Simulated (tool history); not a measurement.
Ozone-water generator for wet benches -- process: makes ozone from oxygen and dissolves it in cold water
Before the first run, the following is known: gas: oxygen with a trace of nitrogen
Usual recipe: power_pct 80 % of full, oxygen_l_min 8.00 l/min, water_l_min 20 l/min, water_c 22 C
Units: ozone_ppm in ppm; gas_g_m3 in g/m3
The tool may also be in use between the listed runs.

run 1 hour=0.0 | power_pct=80 oxygen_l_min=8.00 water_l_min=20 water_c=22 | ozone_ppm=21.4 gas_g_m3=196.7
run 2 hour=103.8 | power_pct=80 oxygen_l_min=8.00 water_l_min=20 water_c=22 | ozone_ppm=21.3 gas_g_m3=194.7
run 3 hour=195.0 | power_pct=80 oxygen_l_min=8.00 water_l_min=20 water_c=22 | ozone_ppm=21.5 gas_g_m3=195.0
run 4 hour=335.1 | power_pct=60 oxygen_l_min=8.00 water_l_min=20 water_c=22 | ozone_ppm=17.5 gas_g_m3=163.1
run 5 hour=457.0 | power_pct=41 oxygen_l_min=8.00 water_l_min=20 water_c=22 | ozone_ppm=14.2 gas_g_m3=129.2
run 6 hour=534.3 | power_pct=80 oxygen_l_min=8.00 water_l_min=20 water_c=22 | ozone_ppm=21.5 gas_g_m3=194.9
-- hour=606.0 water thermometer calibrated
run 7 hour=629.4 | power_pct=80 oxygen_l_min=8.00 water_l_min=20 water_c=16 | ozone_ppm=23.7 gas_g_m3=195.4
run 8 hour=715.6 | power_pct=80 oxygen_l_min=8.00 water_l_min=12 water_c=16 | ozone_ppm=35.0 gas_g_m3=195.1
run 9 hour=849.5 | power_pct=80 oxygen_l_min=8.00 water_l_min=12 water_c=16 | ozone_ppm=34.7 gas_g_m3=194.1
run 10 hour=921.9 | power_pct=80 oxygen_l_min=8.00 water_l_min=12 water_c=27 | ozone_ppm=26.6 gas_g_m3=194.9
-- hour=985.5 water thermometer calibrated, once more
run 11 hour=1055.5 | power_pct=48 oxygen_l_min=8.00 water_l_min=20 water_c=22 | ozone_ppm=15.2 gas_g_m3=141.0
run 12 hour=1200.5 | power_pct=48 oxygen_l_min=8.00 water_l_min=20 water_c=22 | ozone_ppm=14.9 gas_g_m3=139.9
run 13 hour=1320.4 | power_pct=48 oxygen_l_min=8.00 water_l_min=20 water_c=22 | ozone_ppm=15.3 gas_g_m3=140.3
run 14 hour=1420.9 | power_pct=48 oxygen_l_min=8.00 water_l_min=20 water_c=22 | ozone_ppm=15.2 gas_g_m3=138.3
run 15 hour=1533.2 | power_pct=80 oxygen_l_min=6.08 water_l_min=20 water_c=22 | ozone_ppm=20.6 gas_g_m3=210.7
run 16 hour=1609.3 | power_pct=80 oxygen_l_min=6.08 water_l_min=18 water_c=22 | ozone_ppm=22.7 gas_g_m3=211.2
run 17 hour=1684.3 | power_pct=47 oxygen_l_min=6.08 water_l_min=18 water_c=25 | ozone_ppm=15.1 gas_g_m3=151.7
run 18 hour=1766.2 | power_pct=80 oxygen_l_min=14.33 water_l_min=15 water_c=22 | ozone_ppm=24.0 gas_g_m3=152.2
run 19 hour=1866.8 | power_pct=50 oxygen_l_min=8.00 water_l_min=14 water_c=22 | ozone_ppm=20.3 gas_g_m3=142.8
run 20 hour=2027.5 | power_pct=62 oxygen_l_min=8.16 water_l_min=14 water_c=29 | ozone_ppm=19.8 gas_g_m3=159.9
run 21 hour=2153.6 | power_pct=62 oxygen_l_min=8.16 water_l_min=14 water_c=29 | ozone_ppm=19.6 gas_g_m3=161.4
run 22 hour=2307.3 | power_pct=62 oxygen_l_min=8.16 water_l_min=14 water_c=29 | ozone_ppm=19.8 gas_g_m3=161.2
run 23 hour=2400.6 | power_pct=76 oxygen_l_min=8.00 water_l_min=13 water_c=22 | ozone_ppm=27.0 gas_g_m3=181.9
run 24 hour=2484.7 | power_pct=72 oxygen_l_min=8.00 water_l_min=20 water_c=16 | ozone_ppm=21.2 gas_g_m3=174.3
run 25 hour=2572.9 | power_pct=72 oxygen_l_min=6.44 water_l_min=20 water_c=16 | ozone_ppm=20.6 gas_g_m3=190.0
run 26 hour=2699.1 | power_pct=44 oxygen_l_min=8.00 water_l_min=20 water_c=22 | ozone_ppm=13.8 gas_g_m3=131.2
run 27 hour=2766.7 | power_pct=41 oxygen_l_min=5.06 water_l_min=20 water_c=25 | ozone_ppm=12.3 gas_g_m3=148.3
run 28 hour=2839.9 | power_pct=80 oxygen_l_min=8.00 water_l_min=14 water_c=16 | ozone_ppm=29.7 gas_g_m3=186.3
run 29 hour=2986.0 | power_pct=47 oxygen_l_min=4.36 water_l_min=20 water_c=22 | ozone_ppm=13.6 gas_g_m3=170.9
run 30 hour=3117.2 | power_pct=41 oxygen_l_min=8.00 water_l_min=30 water_c=14 | ozone_ppm=10.3 gas_g_m3=124.5
run 31 hour=3210.0 | power_pct=41 oxygen_l_min=8.00 water_l_min=30 water_c=14 | ozone_ppm=10.2 gas_g_m3=122.9
run 32 hour=3340.6 | power_pct=68 oxygen_l_min=10.77 water_l_min=20 water_c=22 | ozone_ppm=18.1 gas_g_m3=151.3

Below are 5 alternative next runs, each starting from the tool's condition after run 32. Predict each:
run A hour=3500.6 | power_pct=75 oxygen_l_min=8.00 water_l_min=20 water_c=15 | ozone_ppm=? gas_g_m3=?
run B hour=3500.6 | power_pct=80 oxygen_l_min=4.45 water_l_min=20 water_c=22 | ozone_ppm=? gas_g_m3=?
run C hour=3500.6 | power_pct=92 oxygen_l_min=11.91 water_l_min=20 water_c=22 | ozone_ppm=? gas_g_m3=?
run D hour=3500.6 | power_pct=58 oxygen_l_min=8.00 water_l_min=20 water_c=22 | ozone_ppm=? gas_g_m3=?
run E hour=3500.6 | power_pct=80 oxygen_l_min=4.57 water_l_min=20 water_c=22 | ozone_ppm=? gas_g_m3=?

run=A ozone_ppm=21.7 gas_g_m3=177.8
run=B ozone_ppm=18.6 gas_g_m3=230.9
run=C ozone_ppm=21.3 gas_g_m3=172.2
run=D ozone_ppm=16.3 gas_g_m3=153.2
run=E ozone_ppm=18.7 gas_g_m3=228.6
Had the tool no hidden state, the same runs would have come out as:
run=A ozone_ppm=25.1 gas_g_m3=197.8
run=B ozone_ppm=21.6 gas_g_m3=257.9
run=C ozone_ppm=25.0 gas_g_m3=194.2
run=D ozone_ppm=18.6 gas_g_m3=167.6
run=E ozone_ppm=21.7 gas_g_m3=255.4
